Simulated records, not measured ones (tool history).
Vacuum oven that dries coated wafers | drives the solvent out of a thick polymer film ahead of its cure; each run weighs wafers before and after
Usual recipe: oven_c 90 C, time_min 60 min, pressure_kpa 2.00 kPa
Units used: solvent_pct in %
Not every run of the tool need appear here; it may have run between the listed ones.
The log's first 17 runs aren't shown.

run    hour  oven_c  time_min  pressure_kpa  solvent_pct
 18   671.2      90        60          2.00         3.64
 19   695.9      86        80          4.21         4.44
 20   732.1      90        87          2.00         2.03
 21   754.5      90        97          2.00         1.84
 22   802.2      90        97          2.00         1.75
 23   842.9      90        97          2.00         1.74
 24   890.0      90        97          2.00         1.73
 25   930.0      76        59          2.40        10.07
 26   964.8      90        56          2.00         3.92
 27  1001.4      76        32          1.73        13.32
 28  1033.2      76        32          1.73        13.38
 29  1081.9      76        32          1.73        13.14
 30  1119.0      76        35          1.57        12.95
 31  1143.3      76        35          1.57        12.79
 32  1187.1      90        77          2.00         2.41
 33  1225.9     103        46          3.74         1.50
 34  1257.0      84        82          1.76         3.89
 35  1278.9      96        60          2.00         1.79

What if the next run were any one of these 5? Each begins from the tool's condition after run 35:
  A  1327.7      92        60          5.16            ?
  B  1327.7     105        56          1.13            ?
  C  1327.7     103        52          6.65            ?
  D  1327.7      96        58          3.35            ?
  E  1327.7      81        64          7.30            ?

run  solvent_pct
  A         3.67
  B         0.55
  C         1.95
  D         2.19
  E         8.67
With no hidden state in the tool, these same runs would have given:
run  solvent_pct
  A         3.92
  B         0.49
  C         2.01
  D         2.33
  E         9.11
